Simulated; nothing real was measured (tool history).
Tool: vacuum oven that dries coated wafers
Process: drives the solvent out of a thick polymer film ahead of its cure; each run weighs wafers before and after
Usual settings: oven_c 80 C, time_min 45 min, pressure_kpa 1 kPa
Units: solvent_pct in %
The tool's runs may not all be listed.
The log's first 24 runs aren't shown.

{"run": 25, "hour": 256.6, "oven_c": 80, "time_min": 45, "pressure_kpa": 1, "solvent_pct": 3.16}
{"run": 26, "hour": 264.2, "oven_c": 80, "time_min": 80, "pressure_kpa": 2.02, "solvent_pct": 3.18}
{"run": 27, "hour": 272.9, "oven_c": 80, "time_min": 79, "pressure_kpa": 0.86, "solvent_pct": 1.67}
{"run": 28, "hour": 285.0, "oven_c": 73, "time_min": 28, "pressure_kpa": 3.82, "solvent_pct": 11.82}
{"run": 29, "hour": 297.4, "oven_c": 73, "time_min": 28, "pressure_kpa": 3.82, "solvent_pct": 11.74}
{"run": 30, "hour": 305.5, "oven_c": 90, "time_min": 24, "pressure_kpa": 1, "solvent_pct": 2.36}
{"run": 31, "hour": 313.4, "oven_c": 69, "time_min": 45, "pressure_kpa": 1, "solvent_pct": 7.87}
{"run": 32, "hour": 323.2, "oven_c": 69, "time_min": 45, "pressure_kpa": 1, "solvent_pct": 7.75}
{"run": 33, "hour": 336.4, "oven_c": 69, "time_min": 45, "pressure_kpa": 1, "solvent_pct": 7.91}
{"run": 34, "hour": 346.0, "oven_c": 65, "time_min": 25, "pressure_kpa": 1.37, "solvent_pct": 12.78}
{"run": 35, "hour": 353.2, "oven_c": 91, "time_min": 29, "pressure_kpa": 3.08, "solvent_pct": 3.47}
{"run": 36, "hour": 365.3, "oven_c": 91, "time_min": 29, "pressure_kpa": 3.08, "solvent_pct": 3.39}
{"run": 37, "hour": 372.1, "oven_c": 90, "time_min": 29, "pressure_kpa": 3.08, "solvent_pct": 3.61}
{"run": 38, "hour": 386.5, "oven_c": 67, "time_min": 67, "pressure_kpa": 1, "solvent_pct": 6.84}
{"run": 39, "hour": 396.2, "oven_c": 86, "time_min": 67, "pressure_kpa": 1, "solvent_pct": 1.18}
{"run": 40, "hour": 403.5, "oven_c": 86, "time_min": 67, "pressure_kpa": 1, "solvent_pct": 1.26}

The next listed run, before its measurement:
{"run": 41, "hour": 417.9, "oven_c": 90, "time_min": 55, "pressure_kpa": 2.11, "solvent_pct": "?"}

solvent_pct: 2.14 %
Without the tool's hidden state the same run would have given solvent_pct 2.05 %.
